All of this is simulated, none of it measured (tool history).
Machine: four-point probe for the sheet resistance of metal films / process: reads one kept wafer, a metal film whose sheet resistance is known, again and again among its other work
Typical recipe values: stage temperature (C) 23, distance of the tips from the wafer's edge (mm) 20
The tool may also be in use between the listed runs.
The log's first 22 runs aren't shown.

run   hour  stage temperature (C)  distance of the tips from the wafer's edge (mm)  touches since the probe head was changed  hours of work since the stage's thermometer was calibrated  sheet resistance as the instrument gives it (ohm/square)
 23  569.1                     28                                                7                                     15671                                                         384                                                  8.894324
 24  601.8                     28                                                7                                     16284                                                         403                                                  8.895539
 25  631.1                     28                                                7                                     16832                                                         420                                                  8.896017
 26  657.7                     21                                               17                                     17329                                                         435                                                  8.888172
 27  691.1                     21                                                9                                     17955                                                         455                                                  8.927896
 28  713.8                     31                                               64                                     18379                                                         468                                                  8.776793
 29  751.1                     20                                               29                                     19078                                                         490                                                  8.888805
 30  783.4                     23                                               20                                     19682                                                         508                                                  8.863750
 31  804.4                     27                                               17                                     20075                                                         520                                                  8.832755
 32  821.4                     27                                               17                                     20393                                                         530                                                  8.829949
 33  845.9                     31                                                6                                     20851                                                         544                                                  8.905596
 34  876.2                     31                                                6                                     21417                                                         562                                                  8.906145
 35  897.7                     31                                                6                                     21821                                                         574                                                  8.907635
 36  928.5                     30                                               27                                     22397                                                         592                                                  8.791488
 37  947.8                     30                                               63                                     22758                                                         603                                                  8.787490

Forecast each of these 5 alternatives for the next run:
  A  971.9                     34                                               53                                     23209                                                         617                                                         ?
  B  971.9                     22                                                4                                     23209                                                         617                                                         ?
  C  971.9                     23                                                7                                     23209                                                         617                                                         ?
  D  971.9                     20                                               18                                     23209                                                         617                                                         ?
  E  971.9                     22                                               28                                     23209                                                         617                                                         ?

run  sheet resistance as the instrument gives it (ohm/square)
  A                                                  8.749729
  B                                                  9.152248
  C                                                  8.950089
  D                                                  8.898690
  E                                                  8.871893
Stripped of hidden state, with their random variation kept, the same runs would have yielded:
run  sheet resistance as the instrument gives it (ohm/square)
  A                                                  8.748345
  B                                                  9.150608
  C                                                  8.948508
  D                                                  8.897076
  E                                                  8.870315
